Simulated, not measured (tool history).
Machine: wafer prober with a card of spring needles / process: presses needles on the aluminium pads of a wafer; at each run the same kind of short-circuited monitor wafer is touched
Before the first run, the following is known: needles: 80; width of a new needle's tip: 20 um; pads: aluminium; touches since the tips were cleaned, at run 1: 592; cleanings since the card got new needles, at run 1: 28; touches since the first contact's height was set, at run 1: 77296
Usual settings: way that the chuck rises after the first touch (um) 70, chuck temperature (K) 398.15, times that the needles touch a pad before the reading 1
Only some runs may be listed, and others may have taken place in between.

run,hour,way that the chuck rises after the first touch (um),chuck temperature (K),times that the needles touch a pad before the reading,touches since the tips were cleaned,cleanings since the card got new needles,touches since the first contact's height was set,resistance of one needle with its contact and lead (mohm),way that a needle slides on the pad (um)
1,0,70,398.15,1,592,28,77296,160,10.05
# hour 3.5: tips cleaned on abrasive film
# hour 8.2: tips cleaned on abrasive film
# hour 14: tips cleaned on abrasive film
# hour 19.8: tips cleaned on abrasive film
# hour 25.7: tips cleaned on abrasive film
2,28.1,70,398.15,1,1229,33,91267,165,9.98
# hour 30.5: tips cleaned on abrasive film
# hour 35.1: tips cleaned on abrasive film
# hour 40.9: tips cleaned on abrasive film
# hour 43.5: height of the first contact set anew
# hour 45.9: tips cleaned on abrasive film
# hour 51.7: tips cleaned on abrasive film
# hour 57.5: tips cleaned on abrasive film
3,58.1,70,398.15,1,272,39,7218,163,10.27
# hour 62.8: tips cleaned on abrasive film
# hour 68.6: tips cleaned on abrasive film
# hour 74.4: tips cleaned on abrasive film
# hour 80.2: tips cleaned on abrasive film
4,83.8,70,398.15,1,1811,43,20026,165,10.24
# hour 85: tips cleaned on abrasive film
# hour 90.8: tips cleaned on abrasive film
# hour 96.6: tips cleaned on abrasive film
# hour 102.5: tips cleaned on abrasive film
# hour 108.3: tips cleaned on abrasive film
# hour 114.1: tips cleaned on abrasive film
# hour 119.9: tips cleaned on abrasive film
# hour 125.7: tips cleaned on abrasive film
5,127.3,70,398.15,1,786,51,41647,163,10.21
# hour 130.8: tips cleaned on abrasive film
# hour 136.6: tips cleaned on abrasive film
# hour 142.4: tips cleaned on abrasive film
# hour 148.2: tips cleaned on abrasive film
# hour 154: tips cleaned on abrasive film
6,154.1,70,398.15,1,25,56,54981,156,10.09
# hour 158.7: tips cleaned on abrasive film
# hour 164.6: tips cleaned on abrasive film
# hour 170.4: tips cleaned on abrasive film
# hour 176.2: tips cleaned on abrasive film
7,180.7,70,398.15,1,2310,60,68279,169,10.15
# hour 182: tips cleaned on abrasive film
# hour 187.8: tips cleaned on abrasive film
# hour 193.6: tips cleaned on abrasive film
# hour 199.4: tips cleaned on abrasive film
# hour 205.2: tips cleaned on abrasive film
8,205.8,70,398.15,1,270,65,80703,160,10.01
# hour 210.4: tips cleaned on abrasive film
# hour 215.1: tips cleaned on abrasive film
# hour 220.9: tips cleaned on abrasive film
# hour 226.7: tips cleaned on abrasive film
# hour 232.5: tips cleaned on abrasive film
9,234.3,70,398.15,1,903,70,94918,165,9.85
# hour 237.9: tips cleaned on abrasive film
# hour 242.7: height of the first contact set anew
# hour 244: tips cleaned on abrasive film
# hour 249.8: tips cleaned on abrasive film
# hour 255.6: tips cleaned on abrasive film
# hour 260.3: tips cleaned on abrasive film
# hour 266.1: tips cleaned on abrasive film
10,270.3,70,398.15,1,2149,76,13724,173,10.25
# hour 271.6: tips cleaned on abrasive film
# hour 277.4: tips cleaned on abrasive film
# hour 283.2: tips cleaned on abrasive film
# hour 289: tips cleaned on abrasive film
# hour 294.8: tips cleaned on abrasive film
# hour 300.6: tips cleaned on abrasive film
11,301.8,70,398.15,1,586,82,29359,161,10.1
# hour 306.4: tips cleaned on abrasive film
# hour 311.1: tips cleaned on abrasive film
# hour 316.9: tips cleaned on abrasive film
# hour 321.5: tips cleaned on abrasive film
# hour 327.4: tips cleaned on abrasive film
# hour 333.2: tips cleaned on abrasive film
# hour 339: tips cleaned on abrasive film
# hour 344.8: tips cleaned on abrasive film
# hour 349.5: tips cleaned on abrasive film
12,351.1,70,308.15,1,802,91,53851,149,10.1
# hour 354.6: tips cleaned on abrasive film
# hour 360.4: tips cleaned on abrasive film
# hour 366.2: tips cleaned on abrasive film
# hour 372: tips cleaned on abrasive film
# hour 377.8: tips cleaned on abrasive film
# hour 383.6: tips cleaned on abrasive film
13,384.9,70,308.15,1,622,97,70678,148,9.93
# hour 388.4: tips cleaned on abrasive film
# hour 394.2: tips cleaned on abrasive film
# hour 400: tips cleaned on abrasive film
# hour 405.8: tips cleaned on abrasive film
# hour 410.9: tips cleaned on abrasive film
14,410.9,63,298.15,1,0,102,83599,144,8.78
# hour 415.6: tips cleaned on abrasive film
# hour 421.4: tips cleaned on abrasive film
# hour 427.2: tips cleaned on abrasive film
# hour 433: tips cleaned on abrasive film
15,434.4,63,298.15,1,731,106,95327,153,8.68
# hour 438: tips cleaned on abrasive film
# hour 441.7: height of the first contact set anew
# hour 444.1: tips cleaned on abrasive film
# hour 449.9: tips cleaned on abrasive film
# hour 455.7: tips cleaned on abrasive film
# hour 460.4: tips cleaned on abrasive film
# hour 466.2: tips cleaned on abrasive film
# hour 472: tips cleaned on abrasive film
# hour 477.8: tips cleaned on abrasive film
16,478.4,63,298.15,1,315,114,18256,146,9.29
# hour 483.1: tips cleaned on abrasive film
# hour 488.9: tips cleaned on abrasive film
# hour 494.7: tips cleaned on abrasive film
# hour 499.4: tips cleaned on abrasive film
# hour 505.2: tips cleaned on abrasive film
17,506.2,69,375.15,1,473,119,32039,157,10.05
# hour 510.8: tips cleaned on abrasive film
# hour 516.6: tips cleaned on abrasive film
# hour 522.5: tips cleaned on abrasive film
# hour 528.3: tips cleaned on abrasive film
# hour 533.7: tips cleaned on abrasive film
18,533.7,70,349.15,1,0,124,45755,152,10.17
# hour 539.6: tips cleaned on abrasive film
# hour 545.4: tips cleaned on abrasive film
# hour 550: tips cleaned on abrasive film
# hour 555.9: tips cleaned on abrasive film
# hour 561.7: tips cleaned on abrasive film
# hour 567.5: tips cleaned on abrasive film
# hour 573.3: tips cleaned on abrasive film
19,575,61,310.15,2,881,131,66314,156,8.6
# hour 578.6: tips cleaned on abrasive film
# hour 584.4: tips cleaned on abrasive film
# hour 590.2: tips cleaned on abrasive film
# hour 596: tips cleaned on abrasive film
# hour 601.8: tips cleaned on abrasive film
# hour 607.6: tips cleaned on abrasive film
# hour 613.4: tips cleaned on abrasive film
# hour 619.3: tips cleaned on abrasive film
# hour 625.1: tips cleaned on abrasive film
20,627.2,70,340.15,1,1055,140,92256,159,9.79
# hour 630.7: tips cleaned on abrasive film
# hour 636.5: tips cleaned on abrasive film
# hour 640.2: height of the first contact set anew
# hour 642.6: tips cleaned on abrasive film
# hour 648.4: tips cleaned on abrasive film
# hour 653.1: tips cleaned on abrasive film
# hour 658.9: tips cleaned on abrasive film
# hour 664.7: tips cleaned on abrasive film
21,665.9,70,388.15,2,603,147,12758,159,10.34
# hour 669.4: tips cleaned on abrasive film
# hour 674.1: tips cleaned on abrasive film
# hour 679.9: tips cleaned on abrasive film
# hour 684.6: tips cleaned on abrasive film
# hour 690.4: tips cleaned on abrasive film
# hour 696.2: tips cleaned on abrasive film
# hour 702: tips cleaned on abrasive film
# hour 706.7: tips cleaned on abrasive film
# hour 712.5: tips cleaned on abrasive film
22,714.2,70,388.15,2,867,156,36774,161,10.29
# hour 717.7: tips cleaned on abrasive film
# hour 722.4: tips cleaned on abrasive film
# hour 728.2: tips cleaned on abrasive film
# hour 734: tips cleaned on abrasive film
# hour 739.9: tips cleaned on abrasive film
# hour 745.7: tips cleaned on abrasive film
# hour 751.5: tips cleaned on abrasive film
23,755.5,70,388.15,2,2042,163,57336,165,9.99

Forecast each of these 3 alternatives for the next run:
# hour 756.8: tips cleaned on abrasive film
# hour 762.6: tips cleaned on abrasive film
# hour 768.4: tips cleaned on abrasive film
# hour 774.2: tips cleaned on abrasive film
# hour 780: tips cleaned on abrasive film
# hour 785.8: tips cleaned on abrasive film
A,788,88,398.15,1,1114,169,73498,?,?
# hour 756.8: tips cleaned on abrasive film
# hour 762.6: tips cleaned on abrasive film
# hour 768.4: tips cleaned on abrasive film
# hour 774.2: tips cleaned on abrasive film
# hour 780: tips cleaned on abrasive film
# hour 785.8: tips cleaned on abrasive film
B,788,89,342.15,1,1114,169,73498,?,?
# hour 756.8: tips cleaned on abrasive film
# hour 762.6: tips cleaned on abrasive film
# hour 768.4: tips cleaned on abrasive film
# hour 774.2: tips cleaned on abrasive film
# hour 780: tips cleaned on abrasive film
# hour 785.8: tips cleaned on abrasive film
C,788,76,360.15,1,1114,169,73498,?,?

run,resistance of one needle with its contact and lead (mohm),way that a needle slides on the pad (um)
A,162,12.69
B,152,12.86
C,158,10.79
What these runs would have given with no unlogged condition in the tool:
run,resistance of one needle with its contact and lead (mohm),way that a needle slides on the pad (um)
A,154,13.13
B,144,13.3
C,147,11.23
